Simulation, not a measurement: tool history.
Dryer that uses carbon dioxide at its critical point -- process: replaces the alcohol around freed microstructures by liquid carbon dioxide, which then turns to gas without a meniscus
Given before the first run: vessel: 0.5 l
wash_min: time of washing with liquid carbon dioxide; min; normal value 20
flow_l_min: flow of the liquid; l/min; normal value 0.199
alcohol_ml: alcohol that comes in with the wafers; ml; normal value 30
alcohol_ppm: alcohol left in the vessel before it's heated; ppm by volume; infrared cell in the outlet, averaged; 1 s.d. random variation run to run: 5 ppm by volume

run	hour	wash_min	flow_l_min	alcohol_ml	alcohol_ppm
1	0.0	20	0.199	30	128
2	11.9	20	0.199	30	126
3	21.0	20	0.199	30	128
# hour 35.1: inlet filter changed
4	36.7	20	0.199	30	74
5	43.2	20	0.199	30	68
6	50.6	14	0.199	30	294
7	61.8	20	0.211	30	66
8	68.3	20	0.211	30	68
9	77.7	20	0.137	30	314
10	89.8	20	0.199	30	70
11	104.0	20	0.152	30	218
12	112.7	20	0.152	30	224
13	124.4	20	0.199	30	68
14	135.9	20	0.199	30	75
15	146.2	20	0.199	33	92
16	156.9	20	0.199	33	82
17	168.0	20	0.199	25	92
18	178.5	20	0.199	25	82
19	190.8	20	0.199	30	98
20	198.1	20	0.150	30	262
21	207.6	20	0.150	30	273
22	215.2	20	0.150	30	261
23	229.4	13	0.300	30	102
24	239.1	28	0.239	30	64
25	247.6	28	0.239	30	60
26	259.1	20	0.264	71	77
27	266.2	22	0.245	30	66
28	280.0	16	0.188	80	685
29	289.9	20	0.199	34	113
30	302.1	20	0.199	34	116
31	311.6	22	0.135	30	329
32	326.8	20	0.142	62	775
33	339.1	20	0.199	53	149
34	346.8	12	0.193	24	811
35	359.1	22	0.252	24	73

What does the tool deliver on the next run?
36	371.1	14	0.294	33	?

alcohol_ppm: 114 ppm by volume
If the tool had no hidden condition, the same run with the same run-to-run variation would have returned alcohol_ppm 26 ppm by volume.
